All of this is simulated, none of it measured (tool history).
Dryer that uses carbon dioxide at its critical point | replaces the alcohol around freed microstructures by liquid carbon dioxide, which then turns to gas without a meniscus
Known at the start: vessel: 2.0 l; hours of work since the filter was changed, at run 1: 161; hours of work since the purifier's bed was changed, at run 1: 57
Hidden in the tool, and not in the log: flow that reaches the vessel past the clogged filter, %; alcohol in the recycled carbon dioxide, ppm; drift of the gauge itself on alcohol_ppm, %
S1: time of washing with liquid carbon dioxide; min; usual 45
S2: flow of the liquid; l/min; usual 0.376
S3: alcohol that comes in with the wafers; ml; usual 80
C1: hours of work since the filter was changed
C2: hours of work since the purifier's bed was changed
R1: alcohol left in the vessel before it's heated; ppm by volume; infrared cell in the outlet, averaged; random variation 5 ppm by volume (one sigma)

run   hour  S1     S2   S3   C1   C2   R1
  1    0.0  45  0.376   80  161   57   73
  2    5.2  45  0.376   80  163   59   74
  3   13.1  45  0.376   80  168   64   82
  4   24.0  45  0.284   80  173   69  314
  5   31.7  63  0.376   80  177   73   23
  6   43.0  45  0.376   80  183   79   80
  7   49.6  45  0.376   80  187   83   72
  8   58.7  45  0.376   80  192   88   84
  9   66.0  29  0.376   80  195   92  629
 10   76.2  49  0.376   80  201   97   65
 11   85.0  49  0.376   80  206  102   56
 12   93.3  49  0.376   80  210  106   65
     103.8  -- inlet filter changed
 13  105.4  49  0.376   80    1  112   44
 14  114.1  49  0.376   80    5  116   46
 15  125.9  51  0.376   80   12  123   39
 16  135.0  45  0.376   80   16  127   60
 17  146.9  45  0.376   80   23  134   64
 18  152.5  45  0.376   80   26  137   69
 19  162.4  45  0.376   87   31  142   75
 20  171.1  49  0.376   80   36  146   47
 21  177.1  49  0.376   80   39  150   58
 22  183.7  59  0.235   27   42  153   74
 23  189.5  59  0.235   27   45  156   80
 24  201.9  59  0.235   27   52  163   88
 25  207.5  35  0.269   75   55  166  836
 26  217.7  47  0.376   80   60  171   68
 27  223.0  47  0.376   80   63  174   64
 28  228.7  70  0.481   23   66  177   43
 29  236.2  70  0.481   23   70  181   37
 30  245.4  45  0.421   80   75  186   56
 31  257.0  45  0.443   69   81  192   48
 32  268.1  46  0.303  100   87  198  211
 33  275.4  55  0.486  101   91  202   43
 34  287.7  55  0.393  101   97  208   54
 35  293.2  53  0.376   60  100  211   55

4 ways to go on from here, each from the tool as it stands after run 35. What would each give?
  A  301.0  65  0.262   60  104  215   ?
  B  301.0  46  0.439   60  104  215   ?
  C  301.0  65  0.289  100  104  215   ?
  D  301.0  54  0.376   33  104  215   ?

run  R1
  A  87
  B  50
  C  74
  D  50
Without the tool's hidden state the same runs would have given:
run  R1
  A  36
  B   5
  C  24
  D   7
